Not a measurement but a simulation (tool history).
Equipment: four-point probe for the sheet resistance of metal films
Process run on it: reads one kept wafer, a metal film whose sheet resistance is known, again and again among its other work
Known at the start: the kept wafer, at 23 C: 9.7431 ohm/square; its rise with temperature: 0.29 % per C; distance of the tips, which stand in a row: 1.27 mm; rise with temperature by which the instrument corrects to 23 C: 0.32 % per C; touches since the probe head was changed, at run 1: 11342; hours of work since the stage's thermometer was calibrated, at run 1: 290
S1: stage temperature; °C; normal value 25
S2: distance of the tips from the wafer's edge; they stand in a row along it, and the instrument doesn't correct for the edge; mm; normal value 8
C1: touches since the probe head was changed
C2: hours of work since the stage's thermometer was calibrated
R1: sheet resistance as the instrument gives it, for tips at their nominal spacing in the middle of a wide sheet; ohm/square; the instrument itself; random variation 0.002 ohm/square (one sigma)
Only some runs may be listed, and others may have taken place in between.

run,hour,S1,S2,C1,C2,R1
1,0,25,8,11342,290,9.866995
2,17.9,25,8,12106,303,9.868725
3,32.8,25,8,12746,314,9.871759
4,47.1,25,8,13357,325,9.868175
5,61,25,8,13952,335,9.866448
6,76.7,25,8,14627,347,9.868924
7,89,25,8,15150,356,9.866892
8,98.1,25,8,15539,363,9.866409
9,107.2,25,66,15930,370,9.738204
10,120.4,25,66,16496,380,9.741418
11,137.8,32,8,17243,393,9.853401
12,146.5,25,4,17612,399,10.24098
13,156.7,25,28,18051,407,9.74637

Predict each of these 3 candidate next runs independently; none follows another, all start after run 13:
A,167,30,14,18493,414,?
B,167,34,28,18493,414,?
C,167,18,11,18493,414,?

run,R1
A,9.771956
B,9.728726
C,9.825529
The same runs, with their run-to-run variation unchanged, on a tool lacking any hidden condition would have given:
run,R1
A,9.772856
B,9.729623
C,9.826436
